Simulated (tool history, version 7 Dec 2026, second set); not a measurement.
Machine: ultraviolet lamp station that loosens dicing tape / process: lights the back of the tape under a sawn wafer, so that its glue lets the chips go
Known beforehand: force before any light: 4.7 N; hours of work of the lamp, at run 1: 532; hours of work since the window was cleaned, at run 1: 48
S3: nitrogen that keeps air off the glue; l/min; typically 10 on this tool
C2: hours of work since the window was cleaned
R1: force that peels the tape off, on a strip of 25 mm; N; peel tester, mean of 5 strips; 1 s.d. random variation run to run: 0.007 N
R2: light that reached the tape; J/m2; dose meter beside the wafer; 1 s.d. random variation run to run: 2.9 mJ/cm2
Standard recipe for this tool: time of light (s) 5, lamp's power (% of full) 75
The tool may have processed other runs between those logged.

Run 1, hour 0.0: usual settings; hours of work of the lamp 532; C2 48. Result: R1 0.401 N, R2 3320 J/m2.
Run 2, hour 81.1: usual settings; hours of work of the lamp 567; C2 84. Result: R1 0.425 N, R2 3270 J/m2.
Run 3, hour 147.2: usual settings; hours of work of the lamp 596; C2 113. Result: R1 0.452 N, R2 3240 J/m2.
Run 4, hour 202.5: usual settings; hours of work of the lamp 621; C2 137. Result: R1 0.454 N, R2 3140 J/m2.
Run 5, hour 268.5: usual settings; hours of work of the lamp 649; C2 166. Result: R1 0.487 N, R2 3100 J/m2.
Run 6, hour 336.9: usual settings; hours of work of the lamp 679; C2 196. Result: R1 0.498 N, R2 3030 J/m2.
Run 7, hour 402.7: usual settings but time of light (s) 3, lamp's power (% of full) 99, S3 7 l/min; hours of work of the lamp 708; C2 225. Result: R1 0.953 N, R2 2350 J/m2.
At hour 410.6: window cleaned of glue's vapour.
Run 8, hour 491.6: usual settings but time of light (s) 3, lamp's power (% of full) 99, S3 7 l/min; hours of work of the lamp 747; C2 35. Result: R1 1.050 N, R2 2230 J/m2.
Run 9, hour 584.1: usual settings but time of light (s) 3, lamp's power (% of full) 99, S3 7 l/min; hours of work of the lamp 787; C2 76. Result: R1 1.092 N, R2 2180 J/m2.
At hour 648.6: window cleaned of glue's vapour, once more.
Run 10, hour 670.3: usual settings but time of light (s) 3, lamp's power (% of full) 99, S3 7 l/min; hours of work of the lamp 825; C2 9. Result: R1 1.011 N, R2 2370 J/m2.
Run 11, hour 760.2: usual settings but time of light (s) 3, lamp's power (% of full) 91, S3 4 l/min; hours of work of the lamp 864; C2 49. Result: R1 1.518 N, R2 2070 J/m2.
Run 12, hour 852.6: usual settings but time of light (s) 2, lamp's power (% of full) 60; hours of work of the lamp 905; C2 89. Result: R1 2.453 N, R2 870 J/m2.

Alternative continuations, all from the tool just after run 12; predict every row:
Run A, hour 924.7: usual settings but time of light (s) 6, lamp's power (% of full) 76; hours of work of the lamp 936; C2 121. Result: R1 ?, R2 ?.
Run B, hour 924.7: usual settings but time of light (s) 3, lamp's power (% of full) 73; hours of work of the lamp 936; C2 121. Result: R1 ?, R2 ?.
Run C, hour 924.7: usual settings but time of light (s) 4; hours of work of the lamp 936; C2 121. Result: R1 ?, R2 ?.

run     R1    R2
  A  0.418  3320
  B  1.331  1570
  C  0.875  2150
With no hidden state in the tool, these same runs would have given:
run     R1    R2
  A  0.176  5180
  B  0.700  2450
  C  0.392  3360

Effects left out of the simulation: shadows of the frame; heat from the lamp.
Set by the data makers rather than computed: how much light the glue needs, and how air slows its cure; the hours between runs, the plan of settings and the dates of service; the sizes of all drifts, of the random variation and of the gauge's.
